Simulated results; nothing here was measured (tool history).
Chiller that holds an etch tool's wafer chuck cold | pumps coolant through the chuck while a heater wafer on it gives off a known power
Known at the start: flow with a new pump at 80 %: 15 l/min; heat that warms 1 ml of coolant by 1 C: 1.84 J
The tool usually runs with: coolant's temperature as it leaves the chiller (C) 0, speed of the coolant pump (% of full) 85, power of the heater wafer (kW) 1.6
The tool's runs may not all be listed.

run	hour	coolant's temperature as it leaves the chiller (C)	speed of the coolant pump (% of full)	power of the heater wafer (kW)	chuck's temperature once it has settled (C)	how much warmer the coolant comes back (C)
1	0	0	85	1.6	13.5	3.63
2	214.1	0	85	2.1	18	4.72
3	421.8	0	85	2.1	18.1	4.77
# hour 451.1: chiller's thermometer calibrated
4	652.1	0	85	2.1	18	4.72
5	810.7	0	85	1.317	11.4	3
6	923.1	0	85	1.317	11.6	3.01
7	1073	0	85	0.975	8.3	2.18
8	1198.4	0	85	0.975	8.5	2.25
# hour 1244.7: coolant changed, channels flushed
9	1349.5	0	85	0.975	6.9	2.27
# hour 1486.6: chiller's thermometer calibrated, once more
10	1494.9	0	90	0.975	6.9	2.07
11	1591.8	1	90	0.975	8.2	2.13
12	1804	0	85	1.6	12.2	3.7
# hour 1826.4: coolant pump overhauled
13	2031.6	0	85	1.6	10.9	3.26
14	2164.9	0	85	1.6	11	3.25
15	2306	0	85	1.014	6.8	2.11
16	2424	0	85	1.014	7	2.1
17	2647.7	2	87	1.014	9.1	2.08
18	2837.9	-8	85	1.6	3.3	3.3
19	2981.8	0	85	1.779	12.6	3.68
20	3166.8	0	85	1.779	12.3	3.7
21	3327.6	10	65	1.6	24.6	4.45
22	3468.6	-2	89	1.6	8.9	3.2
# hour 3562.7: chiller's thermometer calibrated
23	3574.1	-3	85	1.6	8.8	3.35
24	3787.3	-8	75	1.887	7.8	4.51
25	3956.6	-8	75	1.887	7.8	4.52
26	4179.1	-8	75	1.887	7.8	4.55
27	4346.9	-8	88	1.887	5.5	3.84
28	4566.6	-3	88	1.201	5.6	2.46
29	4784.2	-9	63	1.386	5	4.1

Run 30, settings as shown, results not yet in. Your forecast:
30	5012.4	-5	82	0.928	?	?

{"run 30": {"chuck's temperature once it has settled (C)": 2.2, "how much warmer the coolant comes back (C)": 2.01}}
Had the tool carried no hidden state, the very same run would have given chuck's temperature once it has settled (C) 1.4, how much warmer the coolant comes back (C) 1.92.
